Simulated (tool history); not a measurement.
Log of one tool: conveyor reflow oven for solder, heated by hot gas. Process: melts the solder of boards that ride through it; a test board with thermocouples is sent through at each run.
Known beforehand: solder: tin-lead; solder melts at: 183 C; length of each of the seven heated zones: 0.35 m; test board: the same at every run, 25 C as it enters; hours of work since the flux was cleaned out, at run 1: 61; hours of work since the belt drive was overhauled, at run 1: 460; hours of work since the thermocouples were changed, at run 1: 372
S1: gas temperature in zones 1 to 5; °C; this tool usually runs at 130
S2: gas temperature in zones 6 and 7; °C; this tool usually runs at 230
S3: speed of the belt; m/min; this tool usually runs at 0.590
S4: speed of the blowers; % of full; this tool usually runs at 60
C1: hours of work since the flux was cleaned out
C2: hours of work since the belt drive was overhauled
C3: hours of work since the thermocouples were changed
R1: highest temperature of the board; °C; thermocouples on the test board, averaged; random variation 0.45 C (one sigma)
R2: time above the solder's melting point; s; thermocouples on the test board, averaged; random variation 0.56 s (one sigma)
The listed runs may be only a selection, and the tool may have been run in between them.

| run | day | S1 | S2 | S3 | S4 | C1 | C2 | C3 | R1 | R2 |
|---|---|---|---|---|---|---|---|---|---|---|
| 1 | 0.000 | 130 | 230 | 0.590 | 60 | 61 | 460 | 372 | 206.9 | 40.4 |
| 2 | 1.579 | 130 | 233 | 0.590 | 60 | 88 | 487 | 398 | 209.3 | 43.5 |
| 3 | 3.908 | 130 | 233 | 0.590 | 60 | 127 | 526 | 437 | 209.0 | 42.7 |
| 4 | 5.450 | 130 | 230 | 0.514 | 60 | 153 | 552 | 463 | 211.8 | 53.0 |
|  | 7.275 | flux residue cleaned out of gas plates and filters |
| 5 | 8.750 | 130 | 230 | 0.514 | 60 | 25 | 604 | 515 | 212.4 | 52.1 |
| 6 | 11.200 | 130 | 230 | 0.514 | 60 | 66 | 645 | 556 | 212.1 | 53.1 |
| 7 | 13.471 | 130 | 230 | 0.655 | 60 | 104 | 683 | 594 | 202.4 | 31.9 |
| 8 | 15.133 | 130 | 244 | 0.590 | 60 | 132 | 710 | 622 | 217.3 | 49.3 |
|  | 18.288 | flux residue cleaned out of gas plates and filters |
| 9 | 18.288 | 130 | 234 | 0.590 | 60 | 0 | 760 | 671 | 209.8 | 43.0 |
| 10 | 20.129 | 130 | 230 | 0.694 | 60 | 31 | 791 | 702 | 200.2 | 26.3 |
| 11 | 23.129 | 130 | 230 | 0.694 | 60 | 81 | 841 | 752 | 201.1 | 26.4 |
| 12 | 24.775 | 130 | 230 | 0.590 | 60 | 109 | 868 | 780 | 206.4 | 40.4 |
| 13 | 27.567 | 130 | 230 | 0.590 | 60 | 155 | 915 | 826 | 206.7 | 41.3 |
|  | 29.175 | flux residue cleaned out of gas plates and filters |
| 14 | 29.658 | 133 | 230 | 0.590 | 60 | 8 | 947 | 858 | 207.8 | 42.2 |
| 15 | 32.479 | 133 | 230 | 0.590 | 60 | 55 | 994 | 905 | 208.6 | 42.7 |
| 16 | 33.858 | 120 | 234 | 0.590 | 63 | 78 | 1017 | 928 | 207.8 | 40.0 |
| 17 | 37.121 | 120 | 234 | 0.590 | 63 | 133 | 1072 | 983 | 208.0 | 39.3 |
|  | 39.975 | flux residue cleaned out of gas plates and filters |
| 18 | 40.062 | 119 | 223 | 0.703 | 51 | 1 | 1117 | 1029 | 187.9 | 8.7 |
| 19 | 42.450 | 122 | 230 | 0.590 | 86 | 41 | 1157 | 1069 | 210.2 | 43.5 |
| 20 | 43.917 | 130 | 221 | 0.513 | 73 | 66 | 1182 | 1093 | 206.2 | 49.1 |
| 21 | 45.858 | 129 | 221 | 0.513 | 73 | 98 | 1214 | 1126 | 206.0 | 47.7 |
|  | 49.083 | belt drive overhauled, speed set with a stopwatch |
| 22 | 49.083 | 143 | 230 | 0.633 | 74 | 150 | 0 | 1177 | 209.9 | 44.9 |
|  | 50.958 | flux residue cleaned out of gas plates and filters |
| 23 | 51.808 | 130 | 230 | 0.680 | 55 | 14 | 42 | 1219 | 200.0 | 26.9 |
| 24 | 54.058 | 134 | 230 | 0.506 | 60 | 52 | 80 | 1257 | 212.8 | 56.9 |
| 25 | 55.675 | 134 | 230 | 0.506 | 60 | 79 | 107 | 1284 | 212.6 | 56.0 |
|  | 57.483 | thermocouples of zones 6 and 7 changed |
| 26 | 58.104 | 144 | 241 | 0.512 | 71 | 118 | 146 | 10 | 225.7 | 68.3 |
| 27 | 61.292 | 123 | 230 | 0.590 | 60 | 172 | 200 | 64 | 204.8 | 36.1 |
|  | 62.067 | flux residue cleaned out of gas plates and filters |
| 28 | 63.412 | 130 | 235 | 0.557 | 60 | 23 | 232 | 96 | 213.2 | 49.3 |
| 29 | 65.062 | 130 | 235 | 0.557 | 60 | 50 | 259 | 123 | 213.0 | 49.2 |
| 30 | 67.071 | 125 | 238 | 0.604 | 60 | 84 | 293 | 157 | 210.6 | 41.6 |

How the hidden state differs across the entries between the runs, from the last listed run before each to the first after it:
Between runs 4 and 5: flux residue cleaned out of gas plates and filters (day 7.275)
  heat that the gas passes to the board, % of a clean oven's: 99.3 -> 99.8; belt's true speed, % of the reading: 99.92 -> 99.91; true gas temperature in zones 6 and 7 over the reading, C: 0.15 -> 0.17
Between runs 8 and 9: flux residue cleaned out of gas plates and filters (day 18.288)
  heat that the gas passes to the board, % of a clean oven's: 99.3 -> 100; belt's true speed, % of the reading: 99.89 -> 99.88; true gas temperature in zones 6 and 7 over the reading, C: 0.21 -> 0.23
Between runs 13 and 14: flux residue cleaned out of gas plates and filters (day 29.175)
  heat that the gas passes to the board, % of a clean oven's: 99.3 -> 99.9; true gas temperature in zones 6 and 7 over the reading, C: 0.28 -> 0.3
Between runs 17 and 18: flux residue cleaned out of gas plates and filters (day 39.975)
  heat that the gas passes to the board, % of a clean oven's: 99.4 -> 99.9; true gas temperature in zones 6 and 7 over the reading, C: 0.34 -> 0.36
Between runs 21 and 22: belt drive overhauled, speed set with a stopwatch (day 49.083)
  heat that the gas passes to the board, % of a clean oven's: 99.5 -> 99.3; belt's true speed, % of the reading: 99.8 -> 100.01; true gas temperature in zones 6 and 7 over the reading, C: 0.39 -> 0.41
Between runs 22 and 23: flux residue cleaned out of gas plates and filters (day 50.958)
  heat that the gas passes to the board, % of a clean oven's: 99.3 -> 99.9; belt's true speed, % of the reading: 100.01 -> 100; true gas temperature in zones 6 and 7 over the reading, C: 0.41 -> 0.43
Between runs 25 and 26: thermocouples of zones 6 and 7 changed (day 57.483)
  heat that the gas passes to the board, % of a clean oven's: 99.6 -> 99.5; belt's true speed, % of the reading: 99.99 -> 99.98; true gas temperature in zones 6 and 7 over the reading, C: 0.45 -> -0.02
Between runs 27 and 28: flux residue cleaned out of gas plates and filters (day 62.067)
  heat that the gas passes to the board, % of a clean oven's: 99.3 -> 99.9; true gas temperature in zones 6 and 7 over the reading, C: 0 -> 0.01
